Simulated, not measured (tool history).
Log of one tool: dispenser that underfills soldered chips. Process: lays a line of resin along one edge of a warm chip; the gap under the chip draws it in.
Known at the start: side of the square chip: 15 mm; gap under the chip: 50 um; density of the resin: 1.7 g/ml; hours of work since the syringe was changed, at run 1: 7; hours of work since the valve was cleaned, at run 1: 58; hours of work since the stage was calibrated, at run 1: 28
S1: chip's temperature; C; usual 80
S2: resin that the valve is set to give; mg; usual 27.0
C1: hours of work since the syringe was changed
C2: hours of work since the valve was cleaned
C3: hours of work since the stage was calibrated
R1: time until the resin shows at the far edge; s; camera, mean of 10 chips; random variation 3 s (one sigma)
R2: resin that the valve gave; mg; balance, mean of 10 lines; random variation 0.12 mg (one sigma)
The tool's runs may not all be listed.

run	day	S1	S2	C1	C2	C3	R1	R2
1	0.000	80	27.0	7	58	28	508.3	26.37
# day 0.225: new syringe of resin
2	0.225	80	27.0	0	62	32	293.4	26.02
3	0.500	80	33.1	5	66	36	411.5	31.74
4	0.796	80	33.1	9	71	41	591.3	32.22
# day 0.892: new syringe of resin
5	1.029	80	33.1	2	75	45	350.4	31.80
6	1.200	80	24.1	5	78	47	458.3	23.09
7	1.371	80	23.3	8	80	50	579.9	22.30
# day 1.500: dispensing valve cleaned and set on the balance
# day 1.592: new syringe of resin
8	1.683	80	26.3	1	3	54	329.1	26.32
9	1.992	80	26.3	7	8	59	496.0	26.18
10	2.233	80	26.3	10	12	63	670.9	26.15
# day 2.262: new syringe of resin
11	2.496	80	26.3	4	16	67	400.7	26.09
12	2.746	80	26.3	8	20	72	547.1	26.08
# day 2.946: new syringe of resin
13	3.062	80	26.3	2	25	77	361.7	25.93
14	3.288	77	27.0	6	29	80	519.0	26.57
15	3.579	80	27.0	10	33	85	684.4	26.58
# day 3.621: new syringe of resin
16	3.796	80	27.0	3	37	88	371.6	26.43
17	3.938	80	27.0	5	39	91	451.3	26.42
18	4.150	80	27.0	9	43	94	602.6	26.31
# day 4.283: new syringe of resin
19	4.379	76	31.6	2	46	98	376.4	30.94
20	4.700	76	31.6	7	51	103	570.3	30.87
# day 4.938: new syringe of resin
21	5.033	75	28.9	2	57	108	389.1	28.14
22	5.321	71	34.5	6	61	113	636.4	33.37
23	5.567	72	27.8	10	65	117	867.6	26.83
# day 5.596: new syringe of resin
24	5.792	88	29.1	3	69	120	290.5	28.12
25	6.008	89	24.2	7	72	124	398.4	23.30
# day 6.254: new syringe of resin
26	6.342	87	30.9	1	78	129	257.9	29.39
# day 6.646: dispensing valve cleaned and set on the balance
27	6.712	87	30.9	7	1	135	395.2	31.16
28	6.862	83	25.5	9	4	137	566.5	25.29
# day 6.975: new syringe of resin
29	7.188	69	34.5	3	9	142	552.5	34.49
30	7.467	67	31.4	8	13	147	839.9	31.20
# day 7.646: new syringe of resin
31	7.662	93	28.3	0	16	150	195.8	28.17
32	7.975	87	27.1	5	21	155	358.0	26.69
33	8.258	80	33.5	10	26	160	639.4	32.89
# day 8.300: new syringe of resin
34	8.442	80	33.5	2	29	162	344.3	33.11
35	8.583	68	24.7	5	31	165	660.6	24.07

5 ways to go on from here, each from the tool as it stands after run 35. What would each give?
A	8.812	68	23.7	8	35	168	?	?
B	8.812	83	26.9	8	35	168	?	?
C	8.812	79	27.0	8	35	168	?	?
D	8.812	68	27.0	8	35	168	?	?
E	8.812	80	34.5	8	35	168	?	?

run	R1	R2
A	901.1	23.17
B	535.7	26.32
C	601.2	26.33
D	876.8	26.36
E	571.4	33.71
Without the tool's hidden state the same runs would have given:
run	R1	R2
A	457.7	23.63
B	273.2	26.84
C	306.6	26.86
D	446.7	26.88
E	291.9	34.38

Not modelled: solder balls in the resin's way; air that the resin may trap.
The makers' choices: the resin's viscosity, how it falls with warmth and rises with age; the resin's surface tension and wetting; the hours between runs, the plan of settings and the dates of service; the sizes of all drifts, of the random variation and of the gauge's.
